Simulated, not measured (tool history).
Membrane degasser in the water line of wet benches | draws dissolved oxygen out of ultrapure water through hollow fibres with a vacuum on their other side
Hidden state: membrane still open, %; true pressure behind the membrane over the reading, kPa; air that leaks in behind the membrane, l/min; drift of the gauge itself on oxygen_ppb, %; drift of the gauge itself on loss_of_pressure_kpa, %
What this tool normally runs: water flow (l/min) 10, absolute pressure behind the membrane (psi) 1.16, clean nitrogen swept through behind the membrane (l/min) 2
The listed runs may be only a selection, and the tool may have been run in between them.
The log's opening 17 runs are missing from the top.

run,hour,water flow (l/min),absolute pressure behind the membrane (psi),clean nitrogen swept through behind the membrane (l/min),hours since the membrane was changed,hours since the vacuum gauge was calibrated,hours since the vacuum lines were made tight,dissolved oxygen in the water behind the degasser (ppb),pressure that the water loses in the fibres (psi)
18,1014.4,6,2.16,1.32,3777,2285,1900,130.7,5.234
19,1056.2,7,2.16,1.32,3819,2327,1942,154.2,6.132
20,1143.4,7,2.16,1.32,3906,2414,2029,152.4,6.187
21,1212.5,12,1.852,1.68,3975,2483,2098,208.3,10.502
22,1268.6,12,1.852,1.68,4031,2539,2154,206.8,10.502
23,1304.5,10,1.852,2.85,4067,2575,2190,105.3,8.717
24,1358.4,10,1.852,2.85,4121,2629,2244,101.2,8.783
25,1432.2,13,1.16,1.36,4195,2702,2318,169.9,11.339
26,1471.6,13,1.16,1.36,4234,2742,2357,171.2,11.354
27,1532.6,8,2.074,1.92,4295,2803,2418,117.5,7
28,1601.7,11,0.76,5.13,4364,2872,2487,43.6,9.68
29,1681.7,11,0.76,5.13,4444,2952,2567,43.2,9.658

The next listed run, before its measurement:
30,1764.9,11,0.76,5.13,4527,3035,2651,?,?

{"run 30": {"dissolved oxygen in the water behind the degasser (ppb)": 43.7, "pressure that the water loses in the fibres (psi)": 9.693}}
Without the tool's hidden state the same run would have given dissolved oxygen in the water behind the degasser (ppb) 43.6, pressure that the water loses in the fibres (psi) 9.69.

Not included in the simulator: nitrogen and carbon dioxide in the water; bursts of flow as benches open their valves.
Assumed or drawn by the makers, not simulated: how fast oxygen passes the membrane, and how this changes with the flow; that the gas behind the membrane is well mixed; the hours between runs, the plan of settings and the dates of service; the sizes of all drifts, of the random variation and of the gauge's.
